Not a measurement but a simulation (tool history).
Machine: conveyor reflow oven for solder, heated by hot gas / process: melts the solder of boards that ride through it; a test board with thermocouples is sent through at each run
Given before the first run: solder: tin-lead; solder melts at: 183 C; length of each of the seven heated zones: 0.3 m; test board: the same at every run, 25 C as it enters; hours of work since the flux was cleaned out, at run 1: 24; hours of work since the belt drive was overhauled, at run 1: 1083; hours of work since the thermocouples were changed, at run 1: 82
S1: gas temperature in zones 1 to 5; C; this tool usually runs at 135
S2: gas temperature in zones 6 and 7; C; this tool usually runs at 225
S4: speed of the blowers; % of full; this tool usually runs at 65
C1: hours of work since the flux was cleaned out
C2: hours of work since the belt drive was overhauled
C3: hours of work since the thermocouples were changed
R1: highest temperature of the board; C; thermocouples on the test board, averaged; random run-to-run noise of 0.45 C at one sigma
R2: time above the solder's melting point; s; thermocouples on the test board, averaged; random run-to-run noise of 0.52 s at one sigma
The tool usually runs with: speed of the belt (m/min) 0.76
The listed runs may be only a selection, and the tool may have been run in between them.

run 1 day=0 | S1=135 S2=225 speed_of_the_belt_(m/min)=0.76 S4=65 | C1=24 C2=1083 C3=82 | R1=203.8 R2=25.4
run 2 day=2.888 | S1=135 S2=225 speed_of_the_belt_(m/min)=0.76 S4=87 | C1=65 C2=1124 C3=123 | R1=207.3 R2=30.2
run 3 day=6.171 | S1=135 S2=225 speed_of_the_belt_(m/min)=0.76 S4=87 | C1=111 C2=1171 C3=169 | R1=206.7 R2=28.7
-- day=7.771 belt drive overhauled, speed set with a stopwatch
run 4 day=9.592 | S1=131 S2=225 speed_of_the_belt_(m/min)=0.76 S4=65 | C1=157 C2=26 C3=216 | R1=199.8 R2=21.2
run 5 day=12.971 | S1=135 S2=225 speed_of_the_belt_(m/min)=0.76 S4=65 | C1=206 C2=74 C3=264 | R1=200.3 R2=21.7
run 6 day=15.025 | S1=135 S2=225 speed_of_the_belt_(m/min)=0.76 S4=65 | C1=235 C2=103 C3=293 | R1=200.1 R2=21.7
run 7 day=17.129 | S1=124 S2=225 speed_of_the_belt_(m/min)=0.665 S4=70 | C1=265 C2=133 C3=323 | R1=203.2 R2=26.2
run 8 day=20.308 | S1=135 S2=228 speed_of_the_belt_(m/min)=0.902 S4=65 | C1=310 C2=178 C3=368 | R1=194.2 R2=12.6
-- day=23.7 flux residue cleaned out of gas plates and filters
run 9 day=23.7 | S1=135 S2=224 speed_of_the_belt_(m/min)=0.796 S4=65 | C1=0 C2=223 C3=413 | R1=199.6 R2=21.4
run 10 day=27.488 | S1=135 S2=224 speed_of_the_belt_(m/min)=0.796 S4=65 | C1=54 C2=277 C3=467 | R1=198.5 R2=19.8
run 11 day=31.75 | S1=135 S2=225 speed_of_the_belt_(m/min)=0.727 S4=75 | C1=114 C2=338 C3=527 | R1=203.6 R2=28

Alternative continuations, all from the tool just after run 11; predict every row:
-- day=32.821 thermocouples of zones 6 and 7 changed
run A day=34.908 | S1=135 S2=225 speed_of_the_belt_(m/min)=0.727 S4=57 | C1=158 C2=381 C3=30 | R1=? R2=?
-- day=32.821 thermocouples of zones 6 and 7 changed
run B day=34.908 | S1=148 S2=237 speed_of_the_belt_(m/min)=0.76 S4=65 | C1=158 C2=381 C3=30 | R1=? R2=?
-- day=32.821 thermocouples of zones 6 and 7 changed
run C day=34.908 | S1=135 S2=226 speed_of_the_belt_(m/min)=0.76 S4=65 | C1=158 C2=381 C3=30 | R1=? R2=?

run=A R1=199.9 R2=23.4
run=B R1=212.9 R2=34
run=C R1=200.8 R2=23.2
The same runs, with their run-to-run variation unchanged, on a tool lacking any hidden condition would have given:
run=A R1=202 R2=25.4
run=B R1=215.1 R2=35.3
run=C R1=203 R2=25.2

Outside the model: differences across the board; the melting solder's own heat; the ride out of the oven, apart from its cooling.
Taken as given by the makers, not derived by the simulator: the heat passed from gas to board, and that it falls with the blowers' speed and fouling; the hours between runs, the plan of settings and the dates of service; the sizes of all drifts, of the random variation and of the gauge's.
